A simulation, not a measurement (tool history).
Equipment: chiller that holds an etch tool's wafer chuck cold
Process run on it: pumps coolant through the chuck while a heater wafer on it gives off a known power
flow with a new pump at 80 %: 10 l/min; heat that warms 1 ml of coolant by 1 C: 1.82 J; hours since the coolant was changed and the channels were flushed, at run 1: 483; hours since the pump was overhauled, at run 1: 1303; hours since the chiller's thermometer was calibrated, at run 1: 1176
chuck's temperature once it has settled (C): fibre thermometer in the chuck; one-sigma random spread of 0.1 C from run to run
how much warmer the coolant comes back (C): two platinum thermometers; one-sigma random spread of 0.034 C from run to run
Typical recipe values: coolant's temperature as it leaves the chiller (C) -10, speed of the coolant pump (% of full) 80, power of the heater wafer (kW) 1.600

run   hour  coolant's temperature as it leaves the chiller (C)  speed of the coolant pump (% of full)  power of the heater wafer (kW)  hours since the coolant was changed and the channels were flushed  hours since the pump was overhauled  hours since the chiller's thermometer was calibrated  chuck's temperature once it has settled (C)  how much warmer the coolant comes back (C)
  1    0.0                                                 -10                                     80                           1.600                                                                483                                 1303                                                  1176                                          0.7                                        5.24
  2   33.2                                                 -16                                     80                           1.600                                                                516                                 1337                                                  1209                                         -5.3                                        5.30
  3   48.9                                                 -10                                     78                           1.600                                                                532                                 1352                                                  1225                                          1.0                                        5.47
  4   69.5                                                 -10                                     78                           1.600                                                                552                                 1373                                                  1245                                          0.9                                        5.46
  5  100.6                                                 -10                                     78                           1.600                                                                584                                 1404                                                  1276                                          0.9                                        5.48
  6  123.9                                                 -11                                     78                           1.600                                                                607                                 1427                                                  1300                                          0.0                                        5.51
  7  141.7                                                 -11                                     78                           1.600                                                                625                                 1445                                                  1318                                          0.0                                        5.50
  8  158.4                                                 -10                                     80                           1.600                                                                641                                 1462                                                  1334                                          0.6                                        5.40
  9  192.5                                                 -10                                     80                           1.600                                                                675                                 1496                                                  1368                                          0.5                                        5.39
 10  225.0                                                 -20                                     80                           1.600                                                                708                                 1528                                                  1401                                         -9.1                                        5.40
 11  241.6                                                 -10                                     90                           1.600                                                                725                                 1545                                                  1417                                         -0.2                                        4.78
 12  267.9                                                 -10                                     90                           1.600                                                                751                                 1571                                                  1444                                         -0.1                                        4.82
 13  289.4                                                 -10                                     90                           1.600                                                                772                                 1593                                                  1465                                         -0.3                                        4.84
 14  306.1                                                 -10                                     80                           1.600                                                                789                                 1609                                                  1482                                          0.7                                        5.50
 15  323.2                                                 -17                                     80                           1.896                                                                806                                 1627                                                  1499                                         -4.4                                        6.45
 16  356.7                                                  -6                                     91                           1.896                                                                840                                 1660                                                  1532                                          5.4                                        5.70
 17  384.7                                                  -6                                     91                           1.896                                                                868                                 1688                                                  1561                                          5.6                                        5.75
     405.5  -- gauge calibrated
 18  405.5                                                  -5                                    100                           1.896                                                                888                                 1709                                                  1581                                          5.7                                        4.92
 19  422.5                                                  -5                                    100                           0.902                                                                905                                 1726                                                  1598                                          0.0                                        2.33
 20  450.1                                                  -5                                    100                           1.795                                                                933                                 1753                                                  1626                                          5.0                                        4.70
 21  465.6                                                  -5                                     87                           1.228                                                                949                                 1769                                                  1641                                          2.7                                        3.69
 22  482.6                                                  -5                                     65                           0.818                                                                966                                 1786                                                  1658                                          1.4                                        3.43
 23  511.0                                                  -9                                     80                           1.600                                                                994                                 1814                                                  1687                                          1.6                                        5.32
 24  540.6                                                  -9                                     72                           0.818                                                               1024                                 1844                                                  1716                                         -3.1                                        3.11
 25  568.2                                                  -9                                     72                           0.818                                                               1051                                 1872                                                  1744                                         -3.1                                        3.13
 26  598.5                                                  -9                                     72                           0.818                                                               1081                                 1902                                                  1774                                         -3.1                                        3.16
 27  630.6                                                 -15                                     61                           0.818                                                               1114                                 1934                                                  1806                                         -8.2                                        3.73

Hidden condition of the tool, last listed run before each entry between runs versus first listed run after:
In the gap between runs 17 and 18: gauge calibrated (hour 405.5)
  drift of the gauge itself on warmer_back_c, C: 0.26 -> 0
  measured minus no-state result, how much warmer the coolant comes back (C): +0.26 -> +0.00
